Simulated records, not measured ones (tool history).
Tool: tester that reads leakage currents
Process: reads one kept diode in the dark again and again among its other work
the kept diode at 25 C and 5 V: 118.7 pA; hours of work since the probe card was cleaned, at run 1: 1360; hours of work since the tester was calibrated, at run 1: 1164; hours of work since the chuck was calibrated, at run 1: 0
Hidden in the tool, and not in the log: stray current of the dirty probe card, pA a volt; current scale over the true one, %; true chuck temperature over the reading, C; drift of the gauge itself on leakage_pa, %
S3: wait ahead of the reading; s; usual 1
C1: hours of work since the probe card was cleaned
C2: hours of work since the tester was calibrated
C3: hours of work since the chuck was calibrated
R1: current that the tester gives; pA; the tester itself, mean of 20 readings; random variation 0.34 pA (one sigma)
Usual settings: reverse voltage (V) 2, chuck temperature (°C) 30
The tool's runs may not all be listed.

Run 1, hour 0: usual settings; C1 1360; C2 1164; C3 0. Result: R1 111.22 pA.
Run 2, hour 61.7: usual settings; C1 1388; C2 1192; C3 28. Result: R1 111.3 pA.
Run 3, hour 105.3: usual settings; C1 1408; C2 1211; C3 47. Result: R1 110.24 pA.
Run 4, hour 182.8: usual settings; C1 1442; C2 1246; C3 82. Result: R1 109.77 pA.
Run 5, hour 255.7: usual settings; C1 1475; C2 1279; C3 115. Result: R1 108.68 pA.
Run 6, hour 314: usual settings but S3 1.21 s; C1 1501; C2 1305; C3 141. Result: R1 108.95 pA.
Run 7, hour 364.5: usual settings but S3 1.21 s; C1 1524; C2 1327; C3 163. Result: R1 107.68 pA.
Run 8, hour 414.7: usual settings but S3 1.21 s; C1 1546; C2 1350; C3 186. Result: R1 108.58 pA.
Run 9, hour 499.6: usual settings but S3 1.21 s; C1 1585; C2 1388; C3 224. Result: R1 106.81 pA.
At hour 555.6: probe card cleaned and baked.
Run 10, hour 559.6: usual settings but S3 1.21 s; C1 2; C2 1414; C3 250. Result: R1 106.27 pA.
Run 11, hour 644.9: usual settings but S3 1.21 s; C1 40; C2 1452; C3 288. Result: R1 105.12 pA.
Run 12, hour 722.3: usual settings but S3 1.21 s; C1 75; C2 1487; C3 323. Result: R1 103.98 pA.
Run 13, hour 774.8: usual settings but S3 1.21 s; C1 98; C2 1510; C3 346. Result: R1 103.67 pA.
Run 14, hour 860.1: usual settings but S3 1.21 s; C1 137; C2 1548; C3 384. Result: R1 102.78 pA.
Run 15, hour 907: usual settings but S3 1.21 s; C1 158; C2 1569; C3 405. Result: R1 102.85 pA.
Run 16, hour 968.5: usual settings but S3 0.4 s; C1 185; C2 1597; C3 433. Result: R1 102.98 pA.
Run 17, hour 1004.1: usual settings but S3 0.4 s; C1 201; C2 1613; C3 449. Result: R1 102.48 pA.
Run 18, hour 1059.8: usual settings but S3 0.4 s; C1 226; C2 1638; C3 474. Result: R1 102.41 pA.
Run 19, hour 1121.6: usual settings but S3 0.4 s; C1 254; C2 1666; C3 502. Result: R1 101.5 pA.
Run 20, hour 1170.5: usual settings but S3 0.4 s; C1 276; C2 1688; C3 524. Result: R1 100.92 pA.
Run 21, hour 1225.8: usual settings but reverse voltage (V) 13.14, chuck temperature (°C) 24, S3 8.31 s; C1 301; C2 1712; C3 548. Result: R1 165.73 pA.
Run 22, hour 1289.9: usual settings but reverse voltage (V) 13.14, chuck temperature (°C) 25, S3 8.31 s; C1 329; C2 1741; C3 577. Result: R1 178.89 pA.
Run 23, hour 1337.3: usual settings but reverse voltage (V) 13.14, chuck temperature (°C) 31, S3 8.31 s; C1 351; C2 1762; C3 598. Result: R1 294.29 pA.
At hour 1394.9: chuck's temperature calibrated.
Run 24, hour 1404.4: usual settings but chuck temperature (°C) 34, S3 0.72 s; C1 380; C2 1792; C3 4. Result: R1 153.91 pA.
Run 25, hour 1477.5: usual settings but chuck temperature (°C) 34, S3 0.72 s; C1 413; C2 1824; C3 37. Result: R1 152.32 pA.
Run 26, hour 1539.5: usual settings but reverse voltage (V) 1.3, chuck temperature (°C) 22; C1 440; C2 1852; C3 65. Result: R1 44.66 pA.
Run 27, hour 1620.5: usual settings but chuck temperature (°C) 33, S3 9.24 s; C1 477; C2 1889; C3 101. Result: R1 139.75 pA.
Run 28, hour 1680.8: usual settings but reverse voltage (V) 11.8, chuck temperature (°C) 31, S3 1.2 s; C1 504; C2 1916; C3 128. Result: R1 305.71 pA.
Run 29, hour 1766.8: usual settings but reverse voltage (V) 11.8, chuck temperature (°C) 31, S3 1.2 s; C1 542; C2 1954; C3 167. Result: R1 304.59 pA.
Run 30, hour 1831.5: usual settings but chuck temperature (°C) 34, S3 0.53 s; C1 571; C2 1983; C3 196. Result: R1 149.06 pA.
Run 31, hour 1884.7: usual settings but reverse voltage (V) 10.74, chuck temperature (°C) 43, S3 3.16 s; C1 595; C2 2007; C3 220. Result: R1 736.68 pA.
Run 32, hour 1921.1: usual settings but reverse voltage (V) 5.79, S3 1.48 s; C1 612; C2 2023; C3 236. Result: R1 189.29 pA.
Run 33, hour 1986.3: usual settings but reverse voltage (V) 5.79, chuck temperature (°C) 26, S3 1.77 s; C1 641; C2 2053; C3 265. Result: R1 134.34 pA.
Run 34, hour 2041.2: usual settings but reverse voltage (V) 5.79, chuck temperature (°C) 26, S3 1.77 s; C1 665; C2 2077; C3 290. Result: R1 133.95 pA.
Run 35, hour 2083.1: usual settings but reverse voltage (V) 13, chuck temperature (°C) 59, S3 0.31 s; C1 684; C2 2096; C3 309. Result: R1 2560.64 pA.
Run 36, hour 2118.9: usual settings but reverse voltage (V) 13, chuck temperature (°C) 59, S3 0.31 s; C1 700; C2 2112; C3 325. Result: R1 2555.45 pA.
Run 37, hour 2161.5: usual settings but reverse voltage (V) 3.25, chuck temperature (°C) 20, S3 1.75 s; C1 719; C2 2131; C3 344. Result: R1 58.29 pA.
Run 38, hour 2240.1: usual settings but reverse voltage (V) 1.7, chuck temperature (°C) 20, S3 1.75 s; C1 755; C2 2166; C3 379. Result: R1 40.59 pA.
Run 39, hour 2281.2: usual settings but S3 0.36 s; C1 773; C2 2185; C3 398. Result: R1 104.42 pA.
Run 40, hour 2328.5: usual settings but S3 0.36 s; C1 794; C2 2206; C3 419. Result: R1 104.8 pA.

4 ways to go on from here, each from the tool as it stands after run 40. What would each give?
Run A, hour 2375: usual settings but S3 0.31 s; C1 815; C2 2227; C3 440. Result: R1 ?.
Run B, hour 2375: usual settings but reverse voltage (V) 10.97, S3 4 s; C1 815; C2 2227; C3 440. Result: R1 ?.
Run C, hour 2375: usual settings but reverse voltage (V) 12.53, S3 6.57 s; C1 815; C2 2227; C3 440. Result: R1 ?.
Run D, hour 2375: usual settings but reverse voltage (V) 2.74, chuck temperature (°C) 35, S3 0.77 s; C1 815; C2 2227; C3 440. Result: R1 ?.

run      R1
  A  103.95
  B  257.01
  C  275.61
  D  182.99
Without the tool's hidden state the same runs would have given:
run      R1
  A  111.96
  B  275.06
  C  294.73
  D  196.95

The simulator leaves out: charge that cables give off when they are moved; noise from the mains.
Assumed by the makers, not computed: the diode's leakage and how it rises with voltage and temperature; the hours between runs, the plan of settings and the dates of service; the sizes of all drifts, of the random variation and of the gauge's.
